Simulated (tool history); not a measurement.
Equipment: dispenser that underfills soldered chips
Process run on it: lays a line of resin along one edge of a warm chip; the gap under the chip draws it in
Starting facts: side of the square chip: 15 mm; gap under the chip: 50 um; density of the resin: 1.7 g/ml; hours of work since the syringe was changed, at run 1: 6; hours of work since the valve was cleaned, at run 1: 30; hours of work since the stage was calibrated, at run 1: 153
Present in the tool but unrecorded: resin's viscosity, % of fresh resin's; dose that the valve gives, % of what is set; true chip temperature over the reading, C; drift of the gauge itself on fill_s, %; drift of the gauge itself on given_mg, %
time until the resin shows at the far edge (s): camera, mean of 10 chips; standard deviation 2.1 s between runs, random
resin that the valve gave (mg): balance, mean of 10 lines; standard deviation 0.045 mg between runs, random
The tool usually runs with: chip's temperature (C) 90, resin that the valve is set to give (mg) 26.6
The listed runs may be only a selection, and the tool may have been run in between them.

run,day,chip's temperature (C),resin that the valve is set to give (mg),hours of work since the syringe was changed,hours of work since the valve was cleaned,hours of work since the stage was calibrated,time until the resin shows at the far edge (s),resin that the valve gave (mg)
1,0.000,90,26.6,6,30,153,252.3,26.30
# day 0.258: new syringe of resin
2,0.371,90,26.6,2,36,158,214.7,26.19
3,0.712,80,26.6,7,41,164,385.7,26.14
# day 0.883: new syringe of resin
4,1.033,80,26.6,2,46,169,324.5,26.06
# day 1.192: dispensing valve cleaned and set on the balance
5,1.362,90,26.6,7,3,174,260.1,26.56
# day 1.538: new syringe of resin
6,1.888,90,26.6,6,11,182,245.8,26.47
# day 2.154: new syringe of resin
7,2.246,90,22.6,1,17,188,225.9,22.42
8,2.638,77,22.6,8,23,194,467.1,22.32
# day 2.808: new syringe of resin
9,3.033,77,22.6,4,29,200,399.1,22.35
# day 3.425: new syringe of resin
10,3.483,90,26.6,1,36,207,211.0,26.18
11,3.717,90,26.6,5,40,211,240.2,26.08
# day 4.075: new syringe of resin
12,4.204,90,25.1,2,48,219,226.5,24.48
# day 4.288: dispensing valve cleaned and set on the balance
13,4.621,90,30.1,8,5,225,259.8,30.12
# day 4.758: new syringe of resin
14,4.858,90,28.4,2,9,228,210.0,28.19
15,5.292,90,28.4,9,16,235,272.1,28.20
# day 5.379: new syringe of resin
16,5.725,90,22.6,6,23,242,256.8,22.27
# day 6.004: new syringe of resin
17,6.004,100,26.6,0,27,246,142.2,26.24
18,6.392,77,34.3,6,33,253,401.9,33.81

Estimate the outcome of run 19 from the log above:
# day 6.617: new syringe of resin
19,6.617,80,26.6,0,37,256,?,?

{"run 19": {"time until the resin shows at the far edge (s)": 294.3, "resin that the valve gave (mg)": 26.11}}
Take away the tool's hidden state, keep the run-to-run variation as it was, and the same run would have given time until the resin shows at the far edge (s) 312.8, resin that the valve gave (mg) 26.57.

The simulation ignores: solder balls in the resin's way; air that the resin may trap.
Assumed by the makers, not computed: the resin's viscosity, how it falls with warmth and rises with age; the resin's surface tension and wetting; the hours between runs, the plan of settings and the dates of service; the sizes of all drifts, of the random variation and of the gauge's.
